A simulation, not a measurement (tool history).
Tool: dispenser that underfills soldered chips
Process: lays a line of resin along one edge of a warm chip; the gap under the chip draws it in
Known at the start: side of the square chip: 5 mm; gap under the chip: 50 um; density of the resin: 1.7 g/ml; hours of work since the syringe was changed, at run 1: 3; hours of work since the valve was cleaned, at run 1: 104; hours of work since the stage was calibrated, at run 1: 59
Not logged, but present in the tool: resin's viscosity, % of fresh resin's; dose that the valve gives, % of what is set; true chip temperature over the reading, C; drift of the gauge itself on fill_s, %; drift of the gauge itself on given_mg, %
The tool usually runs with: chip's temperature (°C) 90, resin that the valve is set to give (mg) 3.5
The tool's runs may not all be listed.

run	day	chip's temperature (°C)	resin that the valve is set to give (mg)	hours of work since the syringe was changed	hours of work since the valve was cleaned	hours of work since the stage was calibrated	time until the resin shows at the far edge (s)	resin that the valve gave (mg)
1	0	90	3.5	3	104	59	38.4	3.2
2	0.171	90	3.9	6	107	62	45.2	3.52
3	0.375	90	3.9	9	111	66	54.5	3.63
# day 0.5: new syringe of resin
4	0.621	90	3.9	2	114	69	35.7	3.61
5	0.821	90	3.5	5	118	73	42.8	3.21
# day 0.917: dispensing valve cleaned and set on the balance
6	1.033	90	3.5	8	2	75	50.5	3.52
7	1.188	90	3.5	10	4	78	59.5	3.54
# day 1.217: new syringe of resin
8	1.417	89	3.5	3	8	81	40.2	3.48
9	1.633	88	3.5	7	11	85	51.3	3.52
# day 1.883: new syringe of resin
10	1.896	90	3.5	0	15	89	30.9	3.4
11	2.125	90	3.5	4	19	93	40.4	3.48
12	2.392	90	3.5	8	24	97	52.2	3.46
# day 2.554: new syringe of resin
13	2.696	90	3.5	2	28	102	35.9	3.36
14	2.858	90	3.5	5	31	104	43.1	3.4
15	3.117	90	3.5	9	35	109	53.8	3.45
# day 3.233: new syringe of resin
16	3.258	90	3.5	0	37	111	32.9	3.37
17	3.558	90	3.5	5	42	115	43.9	3.43
18	3.762	98	3.5	9	45	119	39.6	3.35
# day 3.9: new syringe of resin
19	3.975	103	3.53	1	49	122	21.2	3.38
20	4.254	101	3.5	6	53	127	29.6	3.34
21	4.383	82	3.6	8	55	129	69.2	3.45
# day 4.575: new syringe of resin
22	4.65	80	3.34	1	59	133	50.2	3.19
23	4.917	95	3.09	6	64	137	35.8	2.94
24	5.083	95	3.09	8	66	140	42.7	2.99
# day 5.238: new syringe of resin
25	5.379	82	4.07	2	71	144	49.6	3.78
26	5.571	83	3.44	5	74	147	56.9	3.21
27	5.783	83	3.44	9	78	151	69.9	3.18
# day 5.912: new syringe of resin
28	5.983	101	3.44	1	81	154	22.1	3.27
29	6.146	93	3.39	4	83	157	35.7	3.13
30	6.379	105	4.12	8	87	160	27.7	3.79
# day 6.6: new syringe of resin
31	6.662	101	3.61	1	91	165	22.1	3.45
32	6.9	81	4.41	5	95	169	58.9	4.11
33	7.121	105	4.41	8	99	172	29	4.05
# day 7.267: new syringe of resin
34	7.317	105	4.41	1	102	175	18.4	4.09
35	7.579	83	3.56	5	106	179	54.7	3.23
36	7.788	83	3.56	8	109	183	66.9	3.25

Pick out some run-to-run changes in time until the resin shows at the far edge (s). Of each, how much would a tool without hidden state show as well, from the settings, what came in and chance, and how much is left for the hidden state and any gauge scatter not in both results compared?
Run 15 -> 16: new syringe of resin. time until the resin shows at the far edge (s) -20.9: hidden state -21.7, all else +0.8.
Run 20 -> 21: chip's temperature (°C) 101 -> 82, resin that the valve is set to give (mg) 3.5 -> 3.6. time until the resin shows at the far edge (s) +39.6: hidden state +16.4, all else +23.2.
Run 21 -> 22: chip's temperature (°C) 82 -> 80, resin that the valve is set to give (mg) 3.6 -> 3.34, new syringe of resin. time until the resin shows at the far edge (s) -19: hidden state -23, all else +4.
Run 27 -> 28: chip's temperature (°C) 83 -> 101, new syringe of resin. time until the resin shows at the far edge (s) -47.8: hidden state -26.6, all else -21.2.
Run 31 -> 32: chip's temperature (°C) 101 -> 81, resin that the valve is set to give (mg) 3.61 -> 4.41. time until the resin shows at the far edge (s) +36.8: hidden state +12.4, all else +24.4.

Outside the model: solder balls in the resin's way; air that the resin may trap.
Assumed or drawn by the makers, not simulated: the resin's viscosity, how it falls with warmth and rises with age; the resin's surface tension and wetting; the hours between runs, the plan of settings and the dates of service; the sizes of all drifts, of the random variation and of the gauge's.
